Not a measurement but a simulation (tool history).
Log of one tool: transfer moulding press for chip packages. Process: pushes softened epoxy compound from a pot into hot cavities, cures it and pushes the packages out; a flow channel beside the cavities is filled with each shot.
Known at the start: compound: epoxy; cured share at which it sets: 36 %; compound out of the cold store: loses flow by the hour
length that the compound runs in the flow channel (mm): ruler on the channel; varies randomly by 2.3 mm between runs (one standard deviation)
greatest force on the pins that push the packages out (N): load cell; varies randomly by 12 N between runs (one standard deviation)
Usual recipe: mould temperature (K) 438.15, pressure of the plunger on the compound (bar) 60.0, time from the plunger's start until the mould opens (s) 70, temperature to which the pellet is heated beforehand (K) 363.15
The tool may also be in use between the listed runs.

run	day	mould temperature (K)	pressure of the plunger on the compound (bar)	time from the plunger's start until the mould opens (s)	temperature to which the pellet is heated beforehand (K)	incoming compound's hours out of the cold store	length that the compound runs in the flow channel (mm)	greatest force on the pins that push the packages out (N)
1	0.000	438.15	60.0	70	363.15	32.7	866	818
2	0.325	438.15	60.0	70	363.15	22.7	904	881
3	0.542	438.15	60.0	70	363.15	8.5	968	940
4	0.867	438.15	60.0	70	363.15	11.9	945	991
5	1.283	438.15	60.0	70	363.15	12.2	1000	603
6	1.608	438.15	73.7	70	363.15	20.4	1059	644
7	1.821	438.15	73.7	70	363.15	32.8	997	704
8	2.050	438.15	60.0	70	363.15	10.5	1000	774
9	2.425	438.15	66.8	70	363.15	26.8	971	777
10	2.612	438.15	66.8	70	363.15	33.4	942	856
11	2.954	438.15	60.0	70	363.15	37.3	873	845
12	3.246	438.15	60.0	70	354.15	9.1	1002	981
13	3.588	438.15	60.0	70	354.15	29.0	905	920
14	3.925	438.15	60.0	82	354.15	20.8	945	481
15	4.312	438.15	60.0	82	354.15	17.0	951	543
16	4.625	438.15	68.1	103	364.15	47.0	882	506
17	4.800	438.15	68.1	103	364.15	41.5	899	474
18	5.125	440.15	56.9	104	363.15	36.1	836	550
19	5.300	438.15	60.0	70	368.15	30.2	880	810
20	5.542	438.15	60.0	70	368.15	42.7	834	797
21	5.883	435.15	69.8	80	370.15	26.9	976	800
22	6.292	437.15	49.5	70	363.15	47.4	741	580
23	6.571	435.15	60.0	76	359.15	41.2	844	660
24	6.750	438.15	60.0	55	367.15	16.8	934	1260
25	6.954	438.15	60.0	55	367.15	12.2	952	1364
26	7.308	438.15	60.0	55	367.15	28.4	882	1373
27	7.625	438.15	60.0	55	367.15	19.6	915	1439
28	8.133	445.15	61.0	105	363.15	19.9	944	544

Not shown here: 7 entries made in the log between runs. Locate each between two listed runs and compare the hidden state at the listed run before it with the hidden state at the listed run after it:
Between runs 4 and 5: cavities cleaned with cleaning compound and waxed (day 1.104); plunger's sealing rings changed (day 1.238)
  pressure that reaches the compound, % of what is set: 89.51 -> 99.66; grip of the stained cavities, % over clean ones': 74.5 -> 6.2
  measured value less the no-hidden-state value, length that the compound runs in the flow channel (mm): -52 -> +0; greatest force on the pins that push the packages out (N): +439 -> +51
Between runs 11 and 12: mould's thermocouples calibrated (day 3.067)
  true mould temperature over the reading, C: -0.41 -> -0.65; pressure that reaches the compound, % of what is set: 97.19 -> 96.87; grip of the stained cavities, % over clean ones': 65.8 -> 69.7
  measured value less the no-hidden-state value, length that the compound runs in the flow channel (mm): -11 -> -14; greatest force on the pins that push the packages out (N): +350 -> +432
Between runs 13 and 14: cavities cleaned with cleaning compound and waxed (day 3.696)
  true mould temperature over the reading, C: -0.65 -> -0.66; pressure that reaches the compound, % of what is set: 96.35 -> 95.94; grip of the stained cavities, % over clean ones': 75.2 -> 14.7
  measured value less the no-hidden-state value, length that the compound runs in the flow channel (mm): -15 -> -18; greatest force on the pins that push the packages out (N): +418 -> +74
Between runs 14 and 15: mould's thermocouples calibrated, once more (day 4.204)
  true mould temperature over the reading, C: -0.66 -> 0; pressure that reaches the compound, % of what is set: 95.94 -> 95.49; grip of the stained cavities, % over clean ones': 14.7 -> 29
  measured value less the no-hidden-state value, length that the compound runs in the flow channel (mm): -18 -> -22; greatest force on the pins that push the packages out (N): +74 -> +123
Between runs 21 and 22: cavities cleaned with cleaning compound and waxed (day 6.192)
  true mould temperature over the reading, C: -0.03 -> -0.04; pressure that reaches the compound, % of what is set: 92.98 -> 92.38; grip of the stained cavities, % over clean ones': 72.8 -> 9.5
  measured value less the no-hidden-state value, length that the compound runs in the flow channel (mm): -36 -> -30; greatest force on the pins that push the packages out (N): +336 -> +51
Between runs 27 and 28: plunger's sealing rings changed (day 8.029)
  true mould temperature over the reading, C: -0.06 -> -0.07; pressure that reaches the compound, % of what is set: 90.32 -> 99.41; grip of the stained cavities, % over clean ones': 59.9 -> 68.4
  measured value less the no-hidden-state value, length that the compound runs in the flow channel (mm): -47 -> -2; greatest force on the pins that push the packages out (N): +544 -> +222

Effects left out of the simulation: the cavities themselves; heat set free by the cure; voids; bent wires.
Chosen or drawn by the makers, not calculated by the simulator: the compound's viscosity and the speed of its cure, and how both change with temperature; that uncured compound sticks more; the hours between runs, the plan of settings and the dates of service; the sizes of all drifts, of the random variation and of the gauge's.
